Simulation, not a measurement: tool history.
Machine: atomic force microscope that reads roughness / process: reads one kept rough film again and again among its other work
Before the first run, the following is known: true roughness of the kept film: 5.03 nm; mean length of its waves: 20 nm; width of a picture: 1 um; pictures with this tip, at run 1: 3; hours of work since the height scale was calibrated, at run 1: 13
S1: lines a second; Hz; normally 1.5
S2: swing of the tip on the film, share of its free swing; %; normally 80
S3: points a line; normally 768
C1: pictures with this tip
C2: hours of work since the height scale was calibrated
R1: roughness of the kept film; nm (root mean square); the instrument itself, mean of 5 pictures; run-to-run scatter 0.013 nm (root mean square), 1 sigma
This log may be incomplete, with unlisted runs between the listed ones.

| run | hour | S1 | S2 | S3 | C1 | C2 | R1 |
|---|---|---|---|---|---|---|---|
| 1 | 0 | 1.5 | 80 | 768 | 3 | 13 | 2.962 |
| 2 | 19.2 | 1.5 | 80 | 768 | 25 | 21 | 2.847 |
| 3 | 39.1 | 1.5 | 80 | 768 | 48 | 30 | 2.731 |
| 4 | 54.4 | 1.5 | 80 | 768 | 65 | 36 | 2.601 |
| 5 | 69.8 | 1.5 | 80 | 768 | 83 | 43 | 2.555 |
| 6 | 90.7 | 1.5 | 80 | 436 | 107 | 51 | 2.412 |
| 7 | 112.9 | 1.5 | 69 | 436 | 132 | 61 | 2.411 |
| 8 | 142 | 1.5 | 69 | 436 | 165 | 73 | 2.281 |
| 9 | 156.1 | 1.5 | 80 | 768 | 181 | 79 | 2.162 |
|  | 176.9 | new tip fitted |
| 10 | 184.5 | 1.5 | 88 | 768 | 8 | 91 | 2.825 |
| 11 | 198.8 | 1.5 | 80 | 665 | 25 | 97 | 2.818 |
| 12 | 214.2 | 1.5 | 59 | 768 | 42 | 103 | 2.924 |
| 13 | 235.8 | 1.5 | 59 | 768 | 67 | 113 | 2.798 |
| 14 | 253.2 | 1.5 | 80 | 768 | 87 | 120 | 2.529 |
| 15 | 273.1 | 1.5 | 68 | 768 | 110 | 128 | 2.53 |
| 16 | 300.5 | 1.5 | 68 | 768 | 141 | 140 | 2.414 |
| 17 | 315.4 | 1.5 | 68 | 768 | 158 | 146 | 2.339 |
| 18 | 332.6 | 1.5 | 80 | 300 | 178 | 153 | 2.103 |
| 19 | 347.2 | 1.5 | 89 | 768 | 194 | 160 | 2 |
|  | 357.5 | new tip fitted |
| 20 | 373.4 | 1.5 | 76 | 768 | 19 | 170 | 2.924 |
| 21 | 387.2 | 1.5 | 76 | 768 | 34 | 176 | 2.799 |
| 22 | 410.2 | 1.5 | 76 | 768 | 61 | 186 | 2.663 |
| 23 | 426.3 | 1.24 | 60 | 373 | 79 | 193 | 2.684 |
| 24 | 448.4 | 1.04 | 63 | 462 | 104 | 202 | 2.582 |
| 25 | 475.1 | 1.79 | 69 | 403 | 135 | 214 | 2.348 |
| 26 | 494.7 | 1.79 | 69 | 366 | 157 | 222 | 2.241 |
| 27 | 517.2 | 1.66 | 62 | 768 | 183 | 231 | 2.248 |
|  | 536.7 | new tip fitted |
| 28 | 536.7 | 1.66 | 62 | 768 | 0 | 239 | 3.14 |
| 29 | 565.3 | 1.66 | 82 | 278 | 33 | 251 | 2.645 |
| 30 | 586.7 | 0.51 | 88 | 379 | 58 | 260 | 2.705 |
| 31 | 607.4 | 0.51 | 68 | 377 | 81 | 269 | 2.7 |
| 32 | 627 | 1.84 | 60 | 596 | 104 | 278 | 2.56 |
| 33 | 639.9 | 1.84 | 60 | 596 | 118 | 283 | 2.503 |
| 34 | 667 | 2.64 | 80 | 743 | 149 | 294 | 2.097 |
| 35 | 687.3 | 2.64 | 80 | 332 | 172 | 303 | 1.986 |
| 36 | 702.4 | 2.35 | 62 | 332 | 190 | 309 | 2.157 |
|  | 716.7 | new tip fitted |
| 37 | 720.5 | 2.35 | 62 | 332 | 5 | 317 | 3.066 |
| 38 | 741.9 | 2.3 | 58 | 515 | 29 | 326 | 2.981 |
| 39 | 756.9 | 0.65 | 73 | 482 | 46 | 332 | 2.903 |
| 40 | 786.1 | 0.52 | 56 | 768 | 80 | 345 | 2.766 |
| 41 | 814.3 | 0.6 | 63 | 934 | 112 | 357 | 2.606 |

Each row is a separate what-if for the run after 41, all from the same tool condition, not one after another. Results?
| A | 835.8 | 0.6 | 86 | 778 | 137 | 366 | ? |
| B | 835.8 | 0.6 | 63 | 695 | 137 | 366 | ? |
| C | 835.8 | 0.52 | 63 | 934 | 137 | 366 | ? |
| D | 835.8 | 1.7 | 63 | 934 | 137 | 366 | ? |

| run | R1 |
|---|---|
| A | 2.41 |
| B | 2.487 |
| C | 2.472 |
| D | 2.443 |
Had the tool no hidden state, the same runs would have come out as:
| run | R1 |
|---|---|
| A | 3.193 |
| B | 3.294 |
| C | 3.276 |
| D | 3.234 |

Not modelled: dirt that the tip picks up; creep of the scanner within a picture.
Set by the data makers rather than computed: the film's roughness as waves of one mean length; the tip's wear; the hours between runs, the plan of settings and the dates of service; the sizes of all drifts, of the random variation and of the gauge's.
